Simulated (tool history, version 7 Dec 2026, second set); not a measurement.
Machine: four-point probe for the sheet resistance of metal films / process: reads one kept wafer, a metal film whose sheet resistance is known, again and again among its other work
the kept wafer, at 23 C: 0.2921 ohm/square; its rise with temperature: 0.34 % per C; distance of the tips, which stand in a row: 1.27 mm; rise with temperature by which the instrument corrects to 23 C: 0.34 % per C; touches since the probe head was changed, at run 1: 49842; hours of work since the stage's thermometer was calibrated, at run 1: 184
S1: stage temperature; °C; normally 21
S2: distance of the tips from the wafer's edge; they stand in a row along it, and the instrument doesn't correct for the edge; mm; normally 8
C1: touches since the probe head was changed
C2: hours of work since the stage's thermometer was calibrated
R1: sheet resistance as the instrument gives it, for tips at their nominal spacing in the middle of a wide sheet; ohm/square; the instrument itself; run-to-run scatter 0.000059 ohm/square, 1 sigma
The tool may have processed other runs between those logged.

run	hour	S1	S2	C1	C2	R1
1	0.0	21	8	49842	184	0.296926
2	44.3	21	10	51310	206	0.295598
3	74.9	21	8	52327	222	0.297010
4	114.2	21	28	53631	241	0.293272
5	172.7	21	4	55571	271	0.308037
6	208.4	26	4	56756	289	0.308125
7	269.6	26	4	58785	320	0.308093
8	299.5	21	8	59776	335	0.296981
9	352.2	21	8	61524	361	0.296957
10	395.8	21	8	62972	383	0.297030
11	455.9	20	8	64965	414	0.297025
12	490.0	22	8	66097	431	0.297024
13	539.1	22	8	67727	456	0.297076
14	576.6	22	8	68970	475	0.297104
15	615.0	25	8	70242	494	0.297225
16	666.4	25	8	71950	520	0.297155
17	709.6	25	8	73382	542	0.297127
# hour 714.2: stage's thermometer calibrated
18	757.2	25	8	74945	22	0.297201
19	788.7	25	8	75989	38	0.297224
20	818.6	18	10	76980	53	0.295682
21	855.8	27	47	78213	71	0.293443
22	892.9	20	46	79446	90	0.293328
23	940.0	30	5	81008	114	0.303094
24	966.5	30	4	81886	127	0.308373
# hour 991.8: stage's thermometer calibrated, once more
25	1015.6	30	4	83500	12	0.308481
26	1074.4	28	8	85450	42	0.297354
27	1106.4	32	5	86512	58	0.303326
28	1139.6	32	9	87612	75	0.296544
29	1178.9	32	9	88917	94	0.296543
30	1233.4	29	13	90723	122	0.294949
31	1269.6	22	21	91925	140	0.293936

What will run 32 give?
32	1302.3	35	5	93010	157	?

{"run 32": {"R1": 0.303197}}
The same run, on a tool lacking any hidden state, would have yielded R1 0.301845 ohm/square.

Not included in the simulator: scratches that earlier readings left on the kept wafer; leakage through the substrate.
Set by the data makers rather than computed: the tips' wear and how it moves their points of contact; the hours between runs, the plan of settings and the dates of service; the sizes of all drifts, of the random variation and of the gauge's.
